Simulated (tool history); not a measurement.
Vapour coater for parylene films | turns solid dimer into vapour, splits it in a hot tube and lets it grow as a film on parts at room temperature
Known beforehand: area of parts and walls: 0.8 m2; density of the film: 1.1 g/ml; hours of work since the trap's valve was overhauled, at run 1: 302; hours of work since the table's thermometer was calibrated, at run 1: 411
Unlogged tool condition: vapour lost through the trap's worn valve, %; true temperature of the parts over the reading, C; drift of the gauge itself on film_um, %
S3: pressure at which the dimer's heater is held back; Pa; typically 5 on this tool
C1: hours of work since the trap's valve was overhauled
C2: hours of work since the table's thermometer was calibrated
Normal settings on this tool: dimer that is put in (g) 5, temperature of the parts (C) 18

run 1 hour=0 | dimer_that_is_put_in_(g)=5 temperature_of_the_parts_(C)=18 S3=5 | C1=302 C2=411 | thickness_of_the_film_(um)=4.18
run 2 hour=13.8 | dimer_that_is_put_in_(g)=5 temperature_of_the_parts_(C)=18 S3=5 | C1=312 C2=420 | thickness_of_the_film_(um)=4.16
run 3 hour=28.5 | dimer_that_is_put_in_(g)=5 temperature_of_the_parts_(C)=18 S3=5 | C1=322 C2=431 | thickness_of_the_film_(um)=4.17
run 4 hour=40.6 | dimer_that_is_put_in_(g)=5 temperature_of_the_parts_(C)=18 S3=10.18 | C1=331 C2=439 | thickness_of_the_film_(um)=3.67
run 5 hour=53.7 | dimer_that_is_put_in_(g)=7 temperature_of_the_parts_(C)=18 S3=10.18 | C1=340 C2=449 | thickness_of_the_film_(um)=5.09
run 6 hour=71.3 | dimer_that_is_put_in_(g)=7 temperature_of_the_parts_(C)=18 S3=10.18 | C1=353 C2=461 | thickness_of_the_film_(um)=5.14
run 7 hour=82.3 | dimer_that_is_put_in_(g)=7 temperature_of_the_parts_(C)=18 S3=10.18 | C1=360 C2=469 | thickness_of_the_film_(um)=5.13
run 8 hour=95.9 | dimer_that_is_put_in_(g)=7 temperature_of_the_parts_(C)=18 S3=10.18 | C1=370 C2=479 | thickness_of_the_film_(um)=5.12
run 9 hour=113.3 | dimer_that_is_put_in_(g)=5 temperature_of_the_parts_(C)=22 S3=4.16 | C1=382 C2=491 | thickness_of_the_film_(um)=3.69
run 10 hour=127.3 | dimer_that_is_put_in_(g)=5 temperature_of_the_parts_(C)=26 S3=5 | C1=392 C2=501 | thickness_of_the_film_(um)=3.09
-- hour=135.8 trap's valve overhauled
run 11 hour=148.2 | dimer_that_is_put_in_(g)=7 temperature_of_the_parts_(C)=26 S3=5 | C1=9 C2=513 | thickness_of_the_film_(um)=4.65
run 12 hour=158 | dimer_that_is_put_in_(g)=2 temperature_of_the_parts_(C)=23 S3=5.01 | C1=16 C2=520 | thickness_of_the_film_(um)=1.47

For some of the steps in thickness of the film (um) from one run to the next: how much would appear even if the tool had no hidden state, given the settings, what came in and random variation, and how much remains for the hidden state plus any gauge scatter that the measured result and the result without hidden state don't share?
Run 10 -> 11: dimer that is put in (g) 5 -> 7, trap's valve overhauled. thickness of the film (um) +1.56: hidden state +0.26, all else +1.3.
Run 11 -> 12: dimer that is put in (g) 7 -> 2, temperature of the parts (C) 26 -> 23, S3 5 -> 5.01. thickness of the film (um) -3.18: hidden state -0.03, all else -3.15.

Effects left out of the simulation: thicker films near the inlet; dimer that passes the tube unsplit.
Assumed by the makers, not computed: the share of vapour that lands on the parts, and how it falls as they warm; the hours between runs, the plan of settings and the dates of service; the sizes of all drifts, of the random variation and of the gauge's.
